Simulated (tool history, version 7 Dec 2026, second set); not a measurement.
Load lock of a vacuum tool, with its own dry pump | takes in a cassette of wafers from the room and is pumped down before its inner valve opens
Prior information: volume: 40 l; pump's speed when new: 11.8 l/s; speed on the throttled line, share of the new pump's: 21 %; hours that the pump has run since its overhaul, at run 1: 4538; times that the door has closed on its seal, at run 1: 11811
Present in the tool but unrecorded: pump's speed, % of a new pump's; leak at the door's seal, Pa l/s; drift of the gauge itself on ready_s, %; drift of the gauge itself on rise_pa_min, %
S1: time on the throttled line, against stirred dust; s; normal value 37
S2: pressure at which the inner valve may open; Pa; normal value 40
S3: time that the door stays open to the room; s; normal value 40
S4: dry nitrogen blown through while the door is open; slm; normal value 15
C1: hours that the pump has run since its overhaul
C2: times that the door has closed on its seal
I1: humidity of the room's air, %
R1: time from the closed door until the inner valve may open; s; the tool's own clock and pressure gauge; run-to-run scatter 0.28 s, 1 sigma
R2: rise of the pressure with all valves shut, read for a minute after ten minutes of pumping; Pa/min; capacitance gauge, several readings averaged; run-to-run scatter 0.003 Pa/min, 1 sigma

| run | hour | S1 | S2 | S3 | S4 | C1 | C2 | I1 | R1 | R2 |
|---|---|---|---|---|---|---|---|---|---|---|
| 1 | 0 | 37 | 40 | 40 | 15 | 4538 | 11811 | 45.5 | 57.4 | 0.047 |
| 2 | 266.1 | 37 | 40 | 40 | 15 | 4804 | 13089 | 44.8 | 56.7 | 0.044 |
| 3 | 677.2 | 37 | 40 | 40 | 15 | 5215 | 15063 | 43.1 | 57 | 0.04 |
| 4 | 1064.6 | 37 | 40 | 40 | 5 | 5603 | 16924 | 44.9 | 56.9 | 0.06 |
| 5 | 1336.2 | 37 | 40 | 40 | 5 | 5874 | 18228 | 46.5 | 57.1 | 0.06 |
| 6 | 1624.2 | 37 | 40 | 40 | 5 | 6162 | 19611 | 43.7 | 56.4 | 0.059 |
| 7 | 2136.2 | 37 | 40 | 40 | 5 | 6674 | 22070 | 45.5 | 56.6 | 0.07 |
| 8 | 2449.1 | 37 | 40 | 40 | 5 | 6987 | 23573 | 47.3 | 56.9 | 0.068 |
| 9 | 2924.4 | 37 | 40 | 40 | 5 | 7463 | 25856 | 44.3 | 57.2 | 0.069 |
| 10 | 3198.5 | 37 | 40 | 40 | 15 | 7737 | 27172 | 46.4 | 57 | 0.062 |
| 11 | 3811.4 | 37 | 40 | 40 | 15 | 8350 | 30116 | 45.1 | 57.1 | 0.072 |
| 12 | 4409.2 | 37 | 40 | 40 | 15 | 8947 | 32986 | 46.8 | 57.2 | 0.074 |
| 13 | 4752.5 | 37 | 40 | 40 | 15 | 9291 | 34635 | 44.9 | 57.3 | 0.075 |
| 14 | 5062.3 | 37 | 40 | 40 | 15 | 9600 | 36123 | 46.8 | 57.6 | 0.074 |
| 15 | 5487.8 | 37 | 40 | 40 | 15 | 10026 | 38167 | 41.6 | 57.1 | 0.077 |
| 16 | 5910.8 | 37 | 40 | 40 | 15 | 10449 | 40198 | 44.1 | 57.3 | 0.082 |
| 17 | 6314 | 37 | 40 | 40 | 15 | 10852 | 42134 | 45.3 | 57.4 | 0.083 |
| 18 | 6789.3 | 37 | 29 | 40 | 15 | 11327 | 44417 | 49.7 | 58.5 | 0.095 |
| 19 | 7267.8 | 37 | 29 | 40 | 15 | 11806 | 46715 | 43.4 | 58.8 | 0.096 |
| 20 | 7761.3 | 37 | 29 | 40 | 15 | 12299 | 49085 | 47.3 | 59.3 | 0.098 |
| 21 | 8378.3 | 31 | 42 | 124 | 15 | 12916 | 52048 | 46.6 | 52.8 | 0.141 |
| 22 | 8937.7 | 31 | 42 | 124 | 15 | 13476 | 54735 | 41.5 | 52.3 | 0.138 |
| 23 | 9499 | 54 | 37 | 124 | 5 | 14037 | 57430 | 45.4 | 71.1 | 0.167 |
| 24 | 9946.4 | 61 | 36 | 40 | 5 | 14485 | 59579 | 49.6 | 76.5 | 0.141 |
| 25 | 10230.7 | 59 | 36 | 40 | 5 | 14769 | 60945 | 45.8 | 75.8 | 0.147 |
| 26 | 10759.4 | 28 | 34 | 86 | 14 | 15298 | 63484 | 46.1 | 51.1 | 0.164 |
| 27 | 11076.8 | 28 | 34 | 86 | 14 | 15615 | 65008 | 43.5 | 51.1 | 0.163 |
| 28 | 11334 | 28 | 34 | 86 | 14 | 15872 | 66243 | 46.2 | 51.6 | 0.169 |
| 29 | 11687.8 | 28 | 34 | 86 | 14 | 16226 | 67942 | 41.9 | 51.5 | 0.173 |
| 30 | 12240.7 | 28 | 34 | 86 | 14 | 16779 | 70597 | 48.7 | 51.9 | 0.186 |
| 31 | 12634.2 | 37 | 38 | 40 | 5 | 17172 | 72488 | 41 | 57.8 | 0.172 |
|  | 12791.6 | door's seal changed, seat wiped |
| 32 | 12952.3 | 37 | 78 | 31 | 18 | 17489 | 772 | 45.7 | 55.7 | 0.022 |
| 33 | 13301.5 | 27 | 79 | 58 | 8 | 17838 | 2449 | 45.8 | 47.6 | 0.042 |
| 34 | 13571.2 | 23 | 40 | 36 | 15 | 18108 | 3744 | 46.7 | 47.8 | 0.031 |
| 35 | 14079.4 | 34 | 72 | 40 | 4 | 18616 | 6185 | 46.4 | 53.5 | 0.048 |
| 36 | 14515.7 | 20 | 72 | 40 | 4 | 19052 | 8280 | 44.6 | 42.9 | 0.047 |
| 37 | 14903.4 | 20 | 72 | 40 | 12 | 19440 | 10142 | 44.9 | 42.8 | 0.045 |

Each row is a separate what-if for the run after 37, all from the same tool condition, not one after another. Results?
| A | 15437.2 | 34 | 76 | 40 | 8 | 19974 | 12706 | 40 | ? | ? |
| B | 15437.2 | 40 | 40 | 40 | 45 | 19974 | 12706 | 47.8 | ? | ? |
| C | 15437.2 | 20 | 72 | 40 | 4 | 19974 | 12706 | 44 | ? | ? |
| D | 15437.2 | 24 | 33 | 40 | 27 | 19974 | 12706 | 46.2 | ? | ? |

| run | R1 | R2 |
|---|---|---|
| A | 54.2 | 0.045 |
| B | 60.8 | 0.032 |
| C | 42.6 | 0.051 |
| D | 49.2 | 0.036 |
Had the tool no hidden state, the same runs would have come out as:
| run | R1 | R2 |
|---|---|---|
| A | 52.2 | 0.036 |
| B | 58.7 | 0.024 |
| C | 40.3 | 0.042 |
| D | 46.7 | 0.027 |

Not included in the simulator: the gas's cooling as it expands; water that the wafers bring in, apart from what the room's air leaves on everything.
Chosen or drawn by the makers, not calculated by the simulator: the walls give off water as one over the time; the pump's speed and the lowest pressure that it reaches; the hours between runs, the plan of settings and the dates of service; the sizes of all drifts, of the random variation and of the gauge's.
